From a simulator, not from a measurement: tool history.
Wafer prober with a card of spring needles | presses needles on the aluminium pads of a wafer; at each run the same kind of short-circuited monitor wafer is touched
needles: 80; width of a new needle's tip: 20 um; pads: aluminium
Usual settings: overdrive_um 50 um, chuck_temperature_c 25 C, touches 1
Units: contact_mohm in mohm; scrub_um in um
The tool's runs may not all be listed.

| run | hour | overdrive_um | chuck_temperature_c | touches | contact_mohm | scrub_um |
|---|---|---|---|---|---|---|
| 1 | 0.0 | 50 | 25 | 1 | 385 | 13.43 |
|  | 2.7 | tips cleaned on abrasive film |
|  | 7.0 | tips cleaned on abrasive film |
|  | 10.5 | tips cleaned on abrasive film |
|  | 14.9 | tips cleaned on abrasive film |
|  | 19.2 | tips cleaned on abrasive film |
|  | 23.6 | tips cleaned on abrasive film |
|  | 27.9 | tips cleaned on abrasive film |
|  | 32.3 | tips cleaned on abrasive film |
|  | 35.8 | tips cleaned on abrasive film |
|  | 40.1 | tips cleaned on abrasive film |
|  | 44.5 | tips cleaned on abrasive film |
|  | 48.9 | tips cleaned on abrasive film |
|  | 52.4 | tips cleaned on abrasive film |
|  | 56.7 | tips cleaned on abrasive film |
|  | 61.1 | tips cleaned on abrasive film |
|  | 65.4 | tips cleaned on abrasive film |
|  | 69.8 | tips cleaned on abrasive film |
|  | 74.1 | tips cleaned on abrasive film |
|  | 78.5 | tips cleaned on abrasive film |
|  | 82.0 | tips cleaned on abrasive film |
|  | 86.3 | tips cleaned on abrasive film |
|  | 98.3 | card fitted with new needles |
|  | 102.7 | tips cleaned on abrasive film |
|  | 107.1 | tips cleaned on abrasive film |
| 2 | 109.4 | 50 | 25 | 1 | 453 | 13.74 |
|  | 111.2 | tips cleaned on abrasive film |
|  | 115.5 | tips cleaned on abrasive film |
|  | 119.0 | tips cleaned on abrasive film |
|  | 123.4 | tips cleaned on abrasive film |
|  | 126.9 | tips cleaned on abrasive film |
|  | 131.2 | tips cleaned on abrasive film |
|  | 135.6 | tips cleaned on abrasive film |
|  | 140.0 | tips cleaned on abrasive film |
|  | 144.3 | tips cleaned on abrasive film |
|  | 148.7 | tips cleaned on abrasive film |
|  | 152.2 | tips cleaned on abrasive film |
|  | 156.5 | tips cleaned on abrasive film |
|  | 160.0 | tips cleaned on abrasive film |
|  | 164.4 | tips cleaned on abrasive film |
|  | 168.7 | tips cleaned on abrasive film |
|  | 172.2 | tips cleaned on abrasive film |
|  | 176.6 | tips cleaned on abrasive film |
|  | 180.1 | tips cleaned on abrasive film |
|  | 184.4 | tips cleaned on abrasive film |
|  | 188.8 | tips cleaned on abrasive film |
| 3 | 190.8 | 35 | 25 | 1 | 831 | 8.88 |
|  | 192.6 | tips cleaned on abrasive film |
|  | 197.0 | tips cleaned on abrasive film |
|  | 201.3 | tips cleaned on abrasive film |
|  | 205.7 | tips cleaned on abrasive film |
|  | 210.0 | tips cleaned on abrasive film |
|  | 213.5 | tips cleaned on abrasive film |
|  | 217.9 | tips cleaned on abrasive film |
|  | 222.2 | tips cleaned on abrasive film |
|  | 226.6 | tips cleaned on abrasive film |
|  | 230.9 | tips cleaned on abrasive film |
|  | 232.1 | height of the first contact set anew |
|  | 235.6 | tips cleaned on abrasive film |
|  | 239.1 | tips cleaned on abrasive film |
|  | 242.6 | tips cleaned on abrasive film |
|  | 247.0 | tips cleaned on abrasive film |
|  | 251.3 | tips cleaned on abrasive film |
|  | 255.7 | tips cleaned on abrasive film |
| 4 | 257.9 | 50 | 25 | 1 | 538 | 12.47 |
|  | 259.7 | tips cleaned on abrasive film |
|  | 264.0 | tips cleaned on abrasive film |
|  | 268.4 | tips cleaned on abrasive film |
|  | 272.7 | tips cleaned on abrasive film |
|  | 277.1 | tips cleaned on abrasive film |
|  | 280.6 | tips cleaned on abrasive film |
|  | 284.1 | tips cleaned on abrasive film |
|  | 288.5 | tips cleaned on abrasive film |
|  | 292.0 | tips cleaned on abrasive film |
|  | 296.3 | tips cleaned on abrasive film |
|  | 300.7 | tips cleaned on abrasive film |
|  | 305.0 | tips cleaned on abrasive film |
|  | 309.4 | tips cleaned on abrasive film |
|  | 313.7 | tips cleaned on abrasive film |
|  | 318.1 | tips cleaned on abrasive film |
|  | 322.4 | tips cleaned on abrasive film |
|  | 326.8 | tips cleaned on abrasive film |
|  | 330.6 | tips cleaned on abrasive film |
| 5 | 330.6 | 50 | 25 | 1 | 229 | 11.78 |
|  | 334.1 | tips cleaned on abrasive film |
|  | 338.5 | tips cleaned on abrasive film |
|  | 342.8 | tips cleaned on abrasive film |
|  | 346.3 | tips cleaned on abrasive film |
|  | 349.8 | tips cleaned on abrasive film |
|  | 354.2 | tips cleaned on abrasive film |
|  | 357.7 | tips cleaned on abrasive film |
|  | 362.0 | tips cleaned on abrasive film |
|  | 365.7 | height of the first contact set anew |
|  | 366.7 | tips cleaned on abrasive film |
|  | 371.0 | tips cleaned on abrasive film |
|  | 374.5 | tips cleaned on abrasive film |
|  | 378.9 | tips cleaned on abrasive film |
|  | 383.2 | tips cleaned on abrasive film |
|  | 386.8 | tips cleaned on abrasive film |
|  | 391.1 | tips cleaned on abrasive film |
| 6 | 393.1 | 50 | 25 | 1 | 497 | 13.43 |
|  | 394.9 | tips cleaned on abrasive film |
|  | 399.2 | tips cleaned on abrasive film |
|  | 403.6 | tips cleaned on abrasive film |
|  | 408.0 | tips cleaned on abrasive film |
|  | 412.3 | tips cleaned on abrasive film |
|  | 415.8 | tips cleaned on abrasive film |
|  | 419.3 | tips cleaned on abrasive film |
|  | 423.7 | tips cleaned on abrasive film |
|  | 428.0 | tips cleaned on abrasive film |
|  | 431.5 | tips cleaned on abrasive film |
|  | 435.9 | tips cleaned on abrasive film |
|  | 439.4 | tips cleaned on abrasive film |
|  | 443.7 | tips cleaned on abrasive film |
| 7 | 446.4 | 50 | 25 | 1 | 591 | 13.21 |
|  | 447.4 | tips cleaned on abrasive film |
|  | 451.7 | tips cleaned on abrasive film |
|  | 456.1 | tips cleaned on abrasive film |
|  | 460.4 | tips cleaned on abrasive film |
|  | 464.8 | tips cleaned on abrasive film |
|  | 469.1 | tips cleaned on abrasive film |
|  | 473.5 | tips cleaned on abrasive film |
|  | 477.0 | tips cleaned on abrasive film |
|  | 481.3 | tips cleaned on abrasive film |
|  | 484.8 | tips cleaned on abrasive film |
|  | 489.2 | tips cleaned on abrasive film |
|  | 493.6 | tips cleaned on abrasive film |
|  | 497.9 | tips cleaned on abrasive film |
|  | 499.9 | height of the first contact set anew |
|  | 502.6 | tips cleaned on abrasive film |
|  | 506.1 | tips cleaned on abrasive film |
|  | 510.4 | tips cleaned on abrasive film |
|  | 514.8 | tips cleaned on abrasive film |
|  | 519.1 | tips cleaned on abrasive film |
|  | 522.6 | tips cleaned on abrasive film |
|  | 527.0 | tips cleaned on abrasive film |
|  | 531.3 | tips cleaned on abrasive film |
|  | 535.7 | tips cleaned on abrasive film |
| 8 | 538.6 | 40 | 29 | 2 | 562 | 10.64 |
|  | 539.5 | tips cleaned on abrasive film |
|  | 543.9 | tips cleaned on abrasive film |
|  | 548.2 | tips cleaned on abrasive film |
|  | 551.7 | tips cleaned on abrasive film |
|  | 556.1 | tips cleaned on abrasive film |
|  | 559.6 | tips cleaned on abrasive film |
|  | 563.9 | tips cleaned on abrasive film |
|  | 567.4 | tips cleaned on abrasive film |
|  | 571.8 | tips cleaned on abrasive film |
|  | 575.3 | tips cleaned on abrasive film |
|  | 579.6 | tips cleaned on abrasive film |
|  | 584.0 | tips cleaned on abrasive film |
| 9 | 584.3 | 50 | 111 | 3 | 241 | 13.13 |
|  | 587.8 | tips cleaned on abrasive film |
|  | 592.1 | tips cleaned on abrasive film |
|  | 596.5 | tips cleaned on abrasive film |
|  | 600.9 | tips cleaned on abrasive film |
|  | 605.2 | tips cleaned on abrasive film |
|  | 609.6 | tips cleaned on abrasive film |
|  | 613.9 | tips cleaned on abrasive film |
|  | 618.3 | tips cleaned on abrasive film |
|  | 621.8 | tips cleaned on abrasive film |
|  | 626.1 | tips cleaned on abrasive film |
|  | 630.5 | tips cleaned on abrasive film |
|  | 633.3 | height of the first contact set anew |
|  | 635.1 | tips cleaned on abrasive film |
|  | 638.6 | tips cleaned on abrasive film |
| 10 | 641.3 | 50 | 111 | 3 | 332 | 13.69 |
|  | 642.2 | tips cleaned on abrasive film |
|  | 645.7 | tips cleaned on abrasive film |
|  | 650.1 | tips cleaned on abrasive film |
|  | 654.4 | tips cleaned on abrasive film |
|  | 657.9 | tips cleaned on abrasive film |
|  | 662.3 | tips cleaned on abrasive film |
|  | 666.6 | tips cleaned on abrasive film |
|  | 671.0 | tips cleaned on abrasive film |
|  | 675.3 | tips cleaned on abrasive film |
|  | 679.7 | tips cleaned on abrasive film |
|  | 683.2 | tips cleaned on abrasive film |
|  | 686.7 | tips cleaned on abrasive film |
| 11 | 686.7 | 42 | 37 | 1 | 268 | 11.17 |
|  | 691.0 | tips cleaned on abrasive film |
|  | 695.4 | tips cleaned on abrasive film |
|  | 699.7 | tips cleaned on abrasive film |
|  | 704.1 | tips cleaned on abrasive film |
|  | 708.4 | tips cleaned on abrasive film |
|  | 712.8 | tips cleaned on abrasive film |
|  | 715.6 | height of the first contact set anew, once more |
|  | 717.4 | tips cleaned on abrasive film |
|  | 721.8 | tips cleaned on abrasive film |
|  | 725.3 | tips cleaned on abrasive film |
|  | 737.3 | card fitted with new needles |
|  | 741.7 | tips cleaned on abrasive film |
|  | 746.0 | tips cleaned on abrasive film |
|  | 750.4 | tips cleaned on abrasive film |
|  | 753.9 | tips cleaned on abrasive film |
| 12 | 756.5 | 42 | 37 | 1 | 605 | 11.44 |
|  | 757.4 | tips cleaned on abrasive film |
|  | 761.8 | tips cleaned on abrasive film |
|  | 766.1 | tips cleaned on abrasive film |
|  | 769.6 | tips cleaned on abrasive film |
|  | 774.0 | tips cleaned on abrasive film |
|  | 778.3 | tips cleaned on abrasive film |
|  | 781.8 | tips cleaned on abrasive film |
|  | 786.2 | tips cleaned on abrasive film |
|  | 790.6 | tips cleaned on abrasive film |
|  | 794.9 | tips cleaned on abrasive film |
|  | 799.3 | tips cleaned on abrasive film |
|  | 803.6 | tips cleaned on abrasive film |
|  | 807.1 | tips cleaned on abrasive film |
|  | 811.5 | tips cleaned on abrasive film |
|  | 815.8 | tips cleaned on abrasive film |
|  | 820.2 | tips cleaned on abrasive film |
|  | 823.7 | tips cleaned on abrasive film |
|  | 828.0 | tips cleaned on abrasive film |
| 13 | 831.1 | 44 | 92 | 2 | 454 | 11.26 |
|  | 832.0 | tips cleaned on abrasive film |
|  | 836.4 | tips cleaned on abrasive film |
|  | 839.9 | tips cleaned on abrasive film |
|  | 844.3 | tips cleaned on abrasive film |
|  | 847.8 | tips cleaned on abrasive film |
|  | 852.1 | tips cleaned on abrasive film |
|  | 856.5 | tips cleaned on abrasive film |
|  | 860.8 | tips cleaned on abrasive film |
|  | 865.2 | tips cleaned on abrasive film |
|  | 869.5 | tips cleaned on abrasive film |
|  | 871.5 | height of the first contact set anew |
|  | 874.2 | tips cleaned on abrasive film |
|  | 878.5 | tips cleaned on abrasive film |
|  | 882.0 | tips cleaned on abrasive film |
|  | 886.4 | tips cleaned on abrasive film |
|  | 890.8 | tips cleaned on abrasive film |
|  | 895.1 | tips cleaned on abrasive film |
|  | 898.6 | tips cleaned on abrasive film |
|  | 903.0 | tips cleaned on abrasive film |
|  | 906.5 | tips cleaned on abrasive film |
|  | 910.8 | tips cleaned on abrasive film |
|  | 915.2 | tips cleaned on abrasive film |
|  | 919.5 | tips cleaned on abrasive film |
|  | 923.0 | tips cleaned on abrasive film |
|  | 927.4 | tips cleaned on abrasive film |
|  | 930.9 | tips cleaned on abrasive film |
|  | 935.3 | tips cleaned on abrasive film |
|  | 938.8 | tips cleaned on abrasive film |
| 14 | 938.8 | 44 | 92 | 2 | 218 | 11.47 |

Forecast each of these 3 alternatives for the next run:
|  | 942.3 | tips cleaned on abrasive film |
|  | 946.7 | tips cleaned on abrasive film |
|  | 950.2 | tips cleaned on abrasive film |
|  | 954.5 | tips cleaned on abrasive film |
|  | 958.9 | tips cleaned on abrasive film |
|  | 963.2 | tips cleaned on abrasive film |
|  | 967.6 | tips cleaned on abrasive film |
|  | 971.1 | tips cleaned on abrasive film |
|  | 975.5 | tips cleaned on abrasive film |
|  | 979.8 | tips cleaned on abrasive film |
|  | 984.2 | tips cleaned on abrasive film |
|  | 988.5 | tips cleaned on abrasive film |
|  | 992.9 | tips cleaned on abrasive film |
|  | 996.4 | tips cleaned on abrasive film |
| A | 997.0 | 44 | 92 | 2 | ? | ? |
|  | 942.3 | tips cleaned on abrasive film |
|  | 946.7 | tips cleaned on abrasive film |
|  | 950.2 | tips cleaned on abrasive film |
|  | 954.5 | tips cleaned on abrasive film |
|  | 958.9 | tips cleaned on abrasive film |
|  | 963.2 | tips cleaned on abrasive film |
|  | 967.6 | tips cleaned on abrasive film |
|  | 971.1 | tips cleaned on abrasive film |
|  | 975.5 | tips cleaned on abrasive film |
|  | 979.8 | tips cleaned on abrasive film |
|  | 984.2 | tips cleaned on abrasive film |
|  | 988.5 | tips cleaned on abrasive film |
|  | 992.9 | tips cleaned on abrasive film |
|  | 996.4 | tips cleaned on abrasive film |
| B | 997.0 | 37 | 118 | 2 | ? | ? |
|  | 942.3 | tips cleaned on abrasive film |
|  | 946.7 | tips cleaned on abrasive film |
|  | 950.2 | tips cleaned on abrasive film |
|  | 954.5 | tips cleaned on abrasive film |
|  | 958.9 | tips cleaned on abrasive film |
|  | 963.2 | tips cleaned on abrasive film |
|  | 967.6 | tips cleaned on abrasive film |
|  | 971.1 | tips cleaned on abrasive film |
|  | 975.5 | tips cleaned on abrasive film |
|  | 979.8 | tips cleaned on abrasive film |
|  | 984.2 | tips cleaned on abrasive film |
|  | 988.5 | tips cleaned on abrasive film |
|  | 992.9 | tips cleaned on abrasive film |
|  | 996.4 | tips cleaned on abrasive film |
| C | 997.0 | 70 | 25 | 1 | ? | ? |

| run | contact_mohm | scrub_um |
|---|---|---|
| A | 330 | 10.99 |
| B | 393 | 9.25 |
| C | 262 | 18.31 |
Without the tool's hidden state the same runs would have given:
| run | contact_mohm | scrub_um |
|---|---|---|
| A | 193 | 11.92 |
| B | 205 | 10.19 |
| C | 167 | 19.25 |
